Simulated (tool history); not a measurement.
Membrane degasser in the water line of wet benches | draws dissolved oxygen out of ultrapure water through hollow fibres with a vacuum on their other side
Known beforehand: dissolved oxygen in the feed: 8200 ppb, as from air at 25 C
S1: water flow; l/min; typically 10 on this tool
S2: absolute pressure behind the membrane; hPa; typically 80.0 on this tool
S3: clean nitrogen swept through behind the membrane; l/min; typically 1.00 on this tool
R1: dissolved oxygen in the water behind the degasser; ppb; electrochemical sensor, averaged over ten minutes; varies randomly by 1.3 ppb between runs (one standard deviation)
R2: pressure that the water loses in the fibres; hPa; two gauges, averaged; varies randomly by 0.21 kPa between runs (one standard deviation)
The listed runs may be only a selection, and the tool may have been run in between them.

| run | hour | S1 | S2 | S3 | R1 | R2 |
|---|---|---|---|---|---|---|
| 1 | 0.0 | 10 | 80.0 | 1.00 | 132.4 | 476.5 |
| 2 | 90.0 | 10 | 80.0 | 1.00 | 130.6 | 479.9 |
| 3 | 225.0 | 10 | 80.0 | 1.00 | 131.7 | 480.7 |
| 4 | 352.1 | 10 | 80.0 | 1.00 | 130.4 | 478.4 |
| 5 | 491.0 | 10 | 80.0 | 1.00 | 130.5 | 473.8 |
| 6 | 627.2 | 10 | 80.0 | 0.74 | 167.3 | 473.9 |
| 7 | 705.5 | 10 | 134.7 | 1.00 | 254.5 | 477.4 |
| 8 | 804.7 | 10 | 80.0 | 1.00 | 130.1 | 474.8 |
| 9 | 888.6 | 10 | 80.0 | 1.00 | 129.9 | 475.9 |
| 10 | 989.9 | 10 | 80.0 | 1.00 | 131.5 | 477.4 |
|  | 1074.6 | vacuum gauge calibrated |
| 11 | 1122.7 | 10 | 80.0 | 2.36 | 68.4 | 473.2 |
| 12 | 1232.2 | 10 | 80.0 | 2.36 | 67.8 | 476.7 |
| 13 | 1319.4 | 10 | 80.0 | 2.36 | 67.2 | 480.9 |
| 14 | 1429.8 | 10 | 80.0 | 2.36 | 66.6 | 479.8 |
| 15 | 1560.7 | 10 | 80.0 | 2.36 | 67.7 | 478.1 |
| 16 | 1700.2 | 10 | 80.0 | 0.50 | 229.9 | 473.5 |
| 17 | 1845.0 | 10 | 88.4 | 0.74 | 194.3 | 478.0 |
| 18 | 1997.7 | 10 | 80.0 | 1.56 | 93.3 | 474.4 |
| 19 | 2079.6 | 10 | 80.0 | 2.07 | 75.1 | 479.3 |
| 20 | 2256.2 | 7 | 80.0 | 1.00 | 84.8 | 332.4 |
| 21 | 2367.1 | 7 | 80.0 | 1.00 | 85.5 | 334.9 |
| 22 | 2483.6 | 9 | 80.0 | 0.55 | 185.2 | 426.9 |
| 23 | 2599.4 | 9 | 80.0 | 0.55 | 187.2 | 428.5 |
| 24 | 2745.0 | 9 | 80.0 | 0.55 | 186.3 | 429.8 |
| 25 | 2861.0 | 13 | 80.0 | 0.45 | 328.3 | 617.1 |
| 26 | 2960.6 | 15 | 73.7 | 0.47 | 346.7 | 715.2 |
| 27 | 3040.1 | 10 | 59.0 | 1.00 | 82.3 | 476.8 |
| 28 | 3134.4 | 7 | 71.1 | 2.28 | 33.4 | 331.7 |
| 29 | 3246.9 | 9 | 72.4 | 0.53 | 165.4 | 428.1 |
| 30 | 3361.3 | 14 | 83.0 | 1.11 | 204.4 | 668.1 |
| 31 | 3454.5 | 12 | 65.2 | 1.84 | 87.3 | 570.9 |
| 32 | 3559.6 | 12 | 65.2 | 1.84 | 88.1 | 570.7 |

Each row is a separate what-if for the run after 32, all from the same tool condition, not one after another. Results?
| A | 3686.0 | 7 | 65.2 | 1.84 | ? | ? |
| B | 3686.0 | 12 | 65.2 | 0.46 | ? | ? |
| C | 3686.0 | 11 | 65.2 | 1.84 | ? | ? |

| run | R1 | R2 |
|---|---|---|
| A | 35.0 | 332.1 |
| B | 216.9 | 572.5 |
| C | 73.8 | 525.0 |
Had the tool no hidden state, the same runs would have come out as:
| run | R1 | R2 |
|---|---|---|
| A | 34.9 | 331.8 |
| B | 216.6 | 572.1 |
| C | 73.6 | 524.6 |
